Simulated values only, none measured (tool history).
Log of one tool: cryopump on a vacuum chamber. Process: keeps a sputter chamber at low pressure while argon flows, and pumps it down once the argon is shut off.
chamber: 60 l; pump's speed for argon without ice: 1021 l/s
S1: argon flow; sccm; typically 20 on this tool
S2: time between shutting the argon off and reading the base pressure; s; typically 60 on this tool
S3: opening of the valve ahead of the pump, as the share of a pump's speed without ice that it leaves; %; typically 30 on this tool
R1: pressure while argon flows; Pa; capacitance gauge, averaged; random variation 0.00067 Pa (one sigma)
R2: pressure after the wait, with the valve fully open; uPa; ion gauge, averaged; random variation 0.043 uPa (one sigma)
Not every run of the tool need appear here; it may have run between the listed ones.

run	hour	S1	S2	S3	R1	R2
1	0.0	20	60	30	0.1128	3.80
2	10.7	20	60	30	0.1118	3.84
3	28.3	20	60	20	0.1681	3.73
4	51.5	20	60	20	0.1685	3.75
5	72.5	20	60	30	0.1132	3.80
6	88.3	38	132	32	0.2018	2.65
7	100.0	38	60	20	0.3190	3.88
8	119.2	15	54	30	0.0854	4.14
9	141.0	15	54	25	0.1018	4.00
10	157.3	19	31	58	0.0578	5.99

The logged runs with the hidden state left out (each run's random variation unchanged):
Hidden state at play: pump's speed, % of a pump's without ice; cold plate's temperature, K; leak into the chamber, uPa l/s; drift of the gauge itself on working_pa, %; drift of the gauge itself on base_upa, %.
run	R1	R2
1	0.1110	2.54
2	0.1099	2.56
3	0.1660	2.46
4	0.1661	2.45
5	0.1106	2.49
6	0.1965	1.29
7	0.3135	2.52
8	0.0830	2.75
9	0.0992	2.65
10	0.0543	4.58

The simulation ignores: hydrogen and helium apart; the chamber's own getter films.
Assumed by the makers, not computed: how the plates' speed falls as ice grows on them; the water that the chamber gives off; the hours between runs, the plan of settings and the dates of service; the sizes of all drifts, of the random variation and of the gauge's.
